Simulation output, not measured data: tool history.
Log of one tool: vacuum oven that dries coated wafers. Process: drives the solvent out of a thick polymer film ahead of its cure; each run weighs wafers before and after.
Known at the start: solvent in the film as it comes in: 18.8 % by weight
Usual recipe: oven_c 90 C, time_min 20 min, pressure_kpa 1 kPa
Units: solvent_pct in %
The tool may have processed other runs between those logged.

| run | hour | oven_c | time_min | pressure_kpa | solvent_pct |
|---|---|---|---|---|---|
| 1 | 0 | 90 | 20 | 1 | 4.23 |
| 2 | 29.8 | 90 | 20 | 1 | 4.24 |
| 3 | 69.2 | 90 | 20 | 1 | 4.3 |
| 4 | 108 | 90 | 20 | 1 | 4.38 |
| 5 | 146.9 | 90 | 20 | 1 | 4.28 |
| 6 | 189.2 | 90 | 20 | 1 | 4.39 |
|  | 200.6 | vacuum gauge cleaned of residue and calibrated |
| 7 | 237.2 | 90 | 27 | 1 | 2.51 |
| 8 | 266.1 | 90 | 27 | 1 | 2.48 |
| 9 | 290.9 | 90 | 11 | 1 | 6.09 |
| 10 | 334.8 | 90 | 20 | 1 | 3.37 |
| 11 | 377.3 | 96 | 20 | 1 | 2.01 |
| 12 | 404.9 | 90 | 20 | 1 | 3.33 |
| 13 | 434.8 | 82 | 20 | 1 | 6.36 |
| 14 | 484.5 | 82 | 20 | 1 | 6.51 |
| 15 | 510.1 | 90 | 20 | 0.51 | 2.74 |
| 16 | 544.4 | 90 | 20 | 1.1 | 3.48 |
| 17 | 566.7 | 90 | 20 | 1.1 | 3.56 |
| 18 | 591.4 | 90 | 20 | 1.1 | 3.68 |
| 19 | 616.8 | 98 | 19 | 3.85 | 4.99 |
| 20 | 651.7 | 98 | 19 | 3.85 | 5.21 |
| 21 | 690.4 | 90 | 30 | 1 | 2.35 |
| 22 | 735.7 | 90 | 30 | 1 | 2.32 |
| 23 | 785.6 | 90 | 30 | 1 | 2.38 |
| 24 | 826.5 | 98 | 30 | 1 | 1.51 |
| 25 | 850.1 | 98 | 30 | 1 | 1.52 |
| 26 | 903.2 | 90 | 34 | 2.28 | 4.14 |
| 27 | 953.4 | 90 | 34 | 2.28 | 4.27 |
| 28 | 1004.3 | 90 | 13 | 0.57 | 4.67 |
| 29 | 1032.7 | 97 | 31 | 1.86 | 2.7 |
| 30 | 1069.6 | 97 | 31 | 1.86 | 2.62 |
|  | 1109.6 | oven's thermocouples calibrated |
| 31 | 1113.5 | 90 | 20 | 0.63 | 3.36 |
| 32 | 1162.3 | 90 | 20 | 0.63 | 3.58 |
| 33 | 1188.7 | 81 | 16 | 1.18 | 9.15 |
| 34 | 1223.6 | 81 | 16 | 1.18 | 9 |
| 35 | 1277.6 | 75 | 17 | 1.24 | 11.38 |

Forecast each of these 3 alternatives for the next run:
| A | 1315.1 | 102 | 20 | 0.62 | ? |
| B | 1315.1 | 75 | 19 | 1.24 | ? |
| C | 1315.1 | 98 | 20 | 3.91 | ? |

| run | solvent_pct |
|---|---|
| A | 1.14 |
| B | 11.01 |
| C | 5.55 |
With the hidden condition removed and each run's random variation left untouched, the same runs would have given:
| run | solvent_pct |
|---|---|
| A | 0.81 |
| B | 10.51 |
| C | 5.19 |

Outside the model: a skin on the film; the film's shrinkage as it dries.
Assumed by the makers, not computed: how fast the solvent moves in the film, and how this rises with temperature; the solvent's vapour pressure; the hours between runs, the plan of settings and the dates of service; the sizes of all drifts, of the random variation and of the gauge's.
